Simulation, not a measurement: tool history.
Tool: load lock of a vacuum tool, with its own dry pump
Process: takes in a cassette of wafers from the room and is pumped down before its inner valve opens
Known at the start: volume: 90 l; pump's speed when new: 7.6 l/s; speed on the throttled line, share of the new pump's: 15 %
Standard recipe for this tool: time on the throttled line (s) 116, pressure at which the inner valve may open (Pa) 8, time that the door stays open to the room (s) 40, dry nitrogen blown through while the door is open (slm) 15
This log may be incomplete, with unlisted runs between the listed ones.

run	hour	time on the throttled line (s)	pressure at which the inner valve may open (Pa)	time that the door stays open to the room (s)	dry nitrogen blown through while the door is open (slm)	incoming humidity of the room's air, %	time from the closed door until the inner valve may open (s)	rise of the pressure with all valves shut (Pa/min)
1	0	116	8	40	15	45.2	216.7	0.245
2	273.8	116	8	40	15	44.3	216.6	0.246
3	503.2	116	8	40	15	47.9	220	0.254
4	774	116	8	40	15	45.1	219.3	0.256
5	1044.5	116	8	40	15	41.6	218.5	0.262
6	1279.2	116	8	40	15	45.7	220	0.272
# hour 1339: door's seal changed, seat wiped
7	1409.9	116	8	40	15	41.6	218.7	0.028
8	1615.2	116	8	91	15	45	215.7	0.041
9	1747.6	116	8	91	15	44.6	220.5	0.047
10	2035.2	116	9	40	15	46.2	219.3	0.033
11	2209.1	116	8	40	9	45.2	223.1	0.034
12	2343.8	116	8	40	9	44.5	218.2	0.03
13	2572.3	116	8	40	9	42.5	220.7	0.034
14	2740.7	116	8	40	9	45.5	220.6	0.04
15	2984.1	116	8	40	9	44.8	221.9	0.042
16	3178.8	221	8	40	4	43.7	308.8	0.05
17	3388.2	221	8	40	4	48.5	308.9	0.046
18	3657.2	132	8	40	15	42.7	235.2	0.04
19	3918.4	132	8	40	15	43.8	234.4	0.045
20	4101.9	132	8	40	15	45	235.3	0.048
21	4322	132	8	40	15	47	234	0.048
22	4561.9	116	8	46	17	45.3	224	0.051
23	4701.8	136	7	40	24	42.9	241.9	0.046
24	4947.9	180	6	101	24	44.9	282.3	0.064
25	5252.2	180	6	101	24	44.7	282.1	0.075
26	5557	77	6	64	38	49.3	196.8	0.059
27	5737.5	77	6	64	38	47.2	197.8	0.065
28	5984.8	105	8	90	15	45.2	217.6	0.084

Pick out some run-to-run changes in time from the closed door until the inner valve may open (s). Of each, how much would a tool without hidden state show as well, from the settings, what came in and chance, and how much is left for the hidden state and any gauge scatter not in both results compared?
What the log doesn't record here: pump's speed, % of a new pump's; leak at the door's seal, Pa l/s; drift of the gauge itself on ready_s, %; drift of the gauge itself on rise_pa_min, %.
Run 15 -> 16: time on the throttled line (s) 116 -> 221, dry nitrogen blown through while the door is open (slm) 9 -> 4. time from the closed door until the inner valve may open (s) +86.9: hidden state -1.7, all else +88.6.
Run 17 -> 18: time on the throttled line (s) 221 -> 132, dry nitrogen blown through while the door is open (slm) 4 -> 15. time from the closed door until the inner valve may open (s) -73.7: hidden state +2.1, all else -75.8.
Run 25 -> 26: time on the throttled line (s) 180 -> 77, time that the door stays open to the room (s) 101 -> 64, dry nitrogen blown through while the door is open (slm) 24 -> 38. time from the closed door until the inner valve may open (s) -85.3: hidden state +2.7, all else -88.

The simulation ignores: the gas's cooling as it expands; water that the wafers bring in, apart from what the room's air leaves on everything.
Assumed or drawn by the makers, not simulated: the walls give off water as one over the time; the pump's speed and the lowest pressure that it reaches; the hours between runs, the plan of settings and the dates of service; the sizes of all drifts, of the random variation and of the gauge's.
